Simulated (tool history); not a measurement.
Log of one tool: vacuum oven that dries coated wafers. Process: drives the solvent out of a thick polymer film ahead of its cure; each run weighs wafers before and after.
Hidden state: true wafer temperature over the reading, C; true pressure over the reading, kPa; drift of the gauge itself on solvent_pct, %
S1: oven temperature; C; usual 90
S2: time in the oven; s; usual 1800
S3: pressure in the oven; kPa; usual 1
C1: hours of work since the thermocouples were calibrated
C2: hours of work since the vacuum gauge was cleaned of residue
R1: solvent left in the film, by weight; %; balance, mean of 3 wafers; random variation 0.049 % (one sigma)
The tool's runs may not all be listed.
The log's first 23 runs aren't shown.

| run | day | S1 | S2 | S3 | C1 | C2 | R1 |
|---|---|---|---|---|---|---|---|
| 24 | 12.979 | 86 | 2580 | 0.74 | 116 | 363 | 0.94 |
| 25 | 13.588 | 86 | 2580 | 0.74 | 123 | 370 | 0.92 |
| 26 | 14.233 | 90 | 2040 | 1 | 130 | 377 | 1.09 |
| 27 | 14.858 | 100 | 1800 | 1.24 | 137 | 384 | 0.7 |
| 28 | 15.242 | 88 | 2760 | 1 | 142 | 389 | 1.12 |
| 29 | 15.917 | 88 | 2760 | 2.3 | 149 | 396 | 2.04 |
| 30 | 16.65 | 90 | 2220 | 1 | 158 | 405 | 1.14 |
| 31 | 17.296 | 83 | 2460 | 0.66 | 165 | 412 | 1.26 |
| 32 | 17.729 | 90 | 2220 | 0.91 | 170 | 417 | 0.95 |
| 33 | 18.158 | 90 | 1320 | 0.78 | 175 | 422 | 1.51 |

5 ways to go on from here, each from the tool as it stands after run 33. What would each give?
| A | 18.592 | 80 | 3060 | 0.58 | 180 | 427 | ? |
| B | 18.592 | 90 | 2040 | 0.78 | 180 | 427 | ? |
| C | 18.592 | 90 | 1260 | 0.78 | 180 | 427 | ? |
| D | 18.592 | 100 | 1320 | 0.78 | 180 | 427 | ? |
| E | 18.592 | 79 | 1020 | 0.78 | 180 | 427 | ? |

| run | R1 |
|---|---|
| A | 1.28 |
| B | 0.92 |
| C | 1.68 |
| D | 0.71 |
| E | 5.05 |
Without the tool's hidden state the same runs would have given:
| run | R1 |
|---|---|
| A | 1.11 |
| B | 0.81 |
| C | 1.59 |
| D | 0.63 |
| E | 4.95 |

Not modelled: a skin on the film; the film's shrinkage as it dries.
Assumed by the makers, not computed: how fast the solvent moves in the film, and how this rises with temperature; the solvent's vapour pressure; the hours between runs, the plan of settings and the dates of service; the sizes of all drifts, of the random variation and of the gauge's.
